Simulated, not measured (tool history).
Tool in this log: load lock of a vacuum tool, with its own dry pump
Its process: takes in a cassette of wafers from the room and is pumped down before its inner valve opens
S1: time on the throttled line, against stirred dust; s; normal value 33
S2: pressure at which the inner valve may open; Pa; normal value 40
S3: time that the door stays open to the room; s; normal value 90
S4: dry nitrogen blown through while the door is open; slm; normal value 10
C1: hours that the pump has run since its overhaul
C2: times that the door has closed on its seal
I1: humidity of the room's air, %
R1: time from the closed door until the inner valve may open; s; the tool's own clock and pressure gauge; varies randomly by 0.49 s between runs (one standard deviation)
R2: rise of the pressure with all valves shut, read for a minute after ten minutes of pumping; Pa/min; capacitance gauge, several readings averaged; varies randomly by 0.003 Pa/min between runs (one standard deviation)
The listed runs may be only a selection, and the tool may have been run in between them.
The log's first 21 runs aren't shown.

| run | hour | S1 | S2 | S3 | S4 | C1 | C2 | I1 | R1 | R2 |
|---|---|---|---|---|---|---|---|---|---|---|
| 22 | 3144.0 | 33 | 40 | 28 | 7 | 4674 | 1457 | 42.1 | 67.1 | 0.023 |
| 23 | 3347.8 | 24 | 44 | 28 | 5 | 4877 | 2134 | 45.0 | 59.9 | 0.031 |
| 24 | 3453.8 | 52 | 54 | 28 | 5 | 4983 | 2487 | 43.4 | 80.2 | 0.029 |
| 25 | 3573.4 | 52 | 54 | 28 | 5 | 5103 | 2884 | 44.5 | 80.4 | 0.033 |
| 26 | 3711.8 | 20 | 49 | 111 | 24 | 5241 | 3343 | 44.5 | 54.6 | 0.037 |
| 27 | 3855.9 | 33 | 29 | 30 | 10 | 5385 | 3822 | 42.6 | 68.1 | 0.038 |
| 28 | 4033.7 | 33 | 29 | 30 | 10 | 5563 | 4413 | 44.0 | 69.0 | 0.045 |
| 29 | 4195.6 | 33 | 29 | 30 | 10 | 5725 | 4951 | 43.7 | 69.0 | 0.051 |
| 30 | 4360.2 | 33 | 29 | 30 | 10 | 5890 | 5498 | 42.1 | 68.8 | 0.052 |
| 31 | 4457.2 | 18 | 34 | 149 | 22 | 5987 | 5820 | 47.7 | 56.9 | 0.061 |
| 32 | 4541.0 | 20 | 79 | 90 | 23 | 6071 | 6099 | 43.5 | 53.9 | 0.054 |
| 33 | 4624.5 | 30 | 36 | 54 | 23 | 6154 | 6376 | 42.6 | 66.0 | 0.059 |
| 34 | 4828.5 | 19 | 36 | 160 | 7 | 6358 | 7054 | 44.9 | 57.6 | 0.080 |
| 35 | 5032.6 | 33 | 40 | 90 | 7 | 6562 | 7732 | 44.6 | 67.3 | 0.081 |
| 36 | 5166.6 | 33 | 40 | 90 | 7 | 6696 | 8178 | 42.3 | 67.6 | 0.085 |

3 ways to go on from here, each from the tool as it stands after run 36. What would each give?
| A | 5283.7 | 33 | 40 | 45 | 7 | 6813 | 8567 | 45.6 | ? | ? |
| B | 5283.7 | 26 | 40 | 90 | 33 | 6813 | 8567 | 44.6 | ? | ? |
| C | 5283.7 | 33 | 49 | 90 | 8 | 6813 | 8567 | 47.6 | ? | ? |

| run | R1 | R2 |
|---|---|---|
| A | 68.2 | 0.084 |
| B | 63.0 | 0.073 |
| C | 67.2 | 0.089 |
With no hidden state in the tool, these same runs would have given:
| run | R1 | R2 |
|---|---|---|
| A | 64.7 | 0.019 |
| B | 59.4 | 0.008 |
| C | 63.8 | 0.024 |
